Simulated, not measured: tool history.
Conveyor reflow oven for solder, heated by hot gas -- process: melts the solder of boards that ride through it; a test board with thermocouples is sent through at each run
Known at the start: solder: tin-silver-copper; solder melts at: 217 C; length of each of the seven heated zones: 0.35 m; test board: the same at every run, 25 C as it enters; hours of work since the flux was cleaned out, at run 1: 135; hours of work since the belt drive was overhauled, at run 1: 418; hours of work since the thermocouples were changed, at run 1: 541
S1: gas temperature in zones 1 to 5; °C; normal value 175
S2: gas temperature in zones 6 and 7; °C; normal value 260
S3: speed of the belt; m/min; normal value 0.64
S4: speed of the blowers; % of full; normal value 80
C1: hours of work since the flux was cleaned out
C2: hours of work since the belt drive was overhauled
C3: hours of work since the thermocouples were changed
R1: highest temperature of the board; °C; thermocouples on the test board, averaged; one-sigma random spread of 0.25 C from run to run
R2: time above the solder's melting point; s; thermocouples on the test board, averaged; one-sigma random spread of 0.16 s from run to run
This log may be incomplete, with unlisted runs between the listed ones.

| run | hour | S1 | S2 | S3 | S4 | C1 | C2 | C3 | R1 | R2 |
|---|---|---|---|---|---|---|---|---|---|---|
| 1 | 0 | 175 | 260 | 0.64 | 80 | 135 | 418 | 541 | 249.8 | 50.2 |
| 2 | 16.3 | 175 | 260 | 0.64 | 80 | 146 | 429 | 552 | 249.8 | 50 |
| 3 | 31.5 | 162 | 260 | 0.64 | 80 | 156 | 439 | 562 | 248.7 | 45.3 |
| 4 | 47.2 | 162 | 260 | 0.64 | 80 | 166 | 449 | 572 | 248.4 | 45.3 |
| 5 | 55.9 | 162 | 260 | 0.73 | 80 | 172 | 455 | 578 | 244.8 | 36.1 |
| 6 | 66.3 | 162 | 260 | 0.73 | 80 | 179 | 462 | 585 | 244.5 | 36.2 |
| 7 | 81 | 162 | 260 | 0.73 | 80 | 188 | 472 | 595 | 244.3 | 36.3 |
| 8 | 92.2 | 175 | 260 | 0.64 | 80 | 196 | 479 | 602 | 249.3 | 50.1 |
| 9 | 103.7 | 175 | 260 | 0.64 | 82 | 203 | 487 | 610 | 249.7 | 49.8 |
| 10 | 123.1 | 175 | 260 | 0.64 | 80 | 216 | 500 | 623 | 249.2 | 49.6 |
| 11 | 133.5 | 175 | 260 | 0.64 | 80 | 223 | 506 | 629 | 249.3 | 50 |
| 12 | 143.1 | 175 | 260 | 0.64 | 80 | 230 | 513 | 636 | 249.2 | 49.5 |
| 13 | 159.4 | 175 | 260 | 0.64 | 80 | 240 | 524 | 647 | 249.4 | 49.4 |
| 14 | 177.3 | 175 | 260 | 0.64 | 80 | 252 | 535 | 658 | 248.9 | 49.6 |
| 15 | 191.5 | 175 | 260 | 0.64 | 80 | 261 | 545 | 668 | 248.9 | 49.2 |
| 16 | 205.1 | 175 | 260 | 0.64 | 80 | 270 | 554 | 677 | 249.6 | 49.6 |
| 17 | 220.8 | 167 | 258 | 0.64 | 80 | 281 | 564 | 687 | 246.1 | 45 |
| 18 | 235.7 | 167 | 258 | 0.64 | 80 | 291 | 574 | 697 | 245.9 | 44.8 |
| 19 | 252.8 | 187 | 254 | 0.686 | 83 | 302 | 585 | 708 | 243.8 | 46.4 |
| 20 | 265.2 | 187 | 254 | 0.686 | 83 | 310 | 594 | 717 | 243.6 | 46.3 |
| 21 | 284.9 | 175 | 260 | 0.64 | 76 | 323 | 607 | 730 | 247.8 | 48.5 |
| 22 | 293.4 | 175 | 268 | 0.64 | 76 | 329 | 612 | 735 | 255.2 | 53 |
| 23 | 311.5 | 175 | 260 | 0.64 | 52 | 341 | 624 | 747 | 245.3 | 45.5 |
| 24 | 324.6 | 175 | 265 | 0.611 | 80 | 349 | 633 | 756 | 254.2 | 54.7 |
| 25 | 339.9 | 175 | 265 | 0.611 | 80 | 360 | 643 | 766 | 253.7 | 55.1 |
| 26 | 351.2 | 160 | 270 | 0.538 | 70 | 367 | 650 | 773 | 259 | 61.3 |
|  | 358 | flux residue cleaned out of gas plates and filters |
| 27 | 375.8 | 188 | 270 | 0.538 | 70 | 12 | 663 | 786 | 263.6 | 72.7 |
| 28 | 385.6 | 188 | 261 | 0.739 | 56 | 18 | 670 | 793 | 246.8 | 44.4 |

Run 29, settings as shown, results not yet in. Your forecast:
| 29 | 402.7 | 175 | 260 | 0.545 | 80 | 30 | 681 | 804 | ? | ? |

R1: 253.1 °C
R2: 62.9 s
Without the tool's hidden state the same run would have given R1 254.5 °C, R2 63.1 s.

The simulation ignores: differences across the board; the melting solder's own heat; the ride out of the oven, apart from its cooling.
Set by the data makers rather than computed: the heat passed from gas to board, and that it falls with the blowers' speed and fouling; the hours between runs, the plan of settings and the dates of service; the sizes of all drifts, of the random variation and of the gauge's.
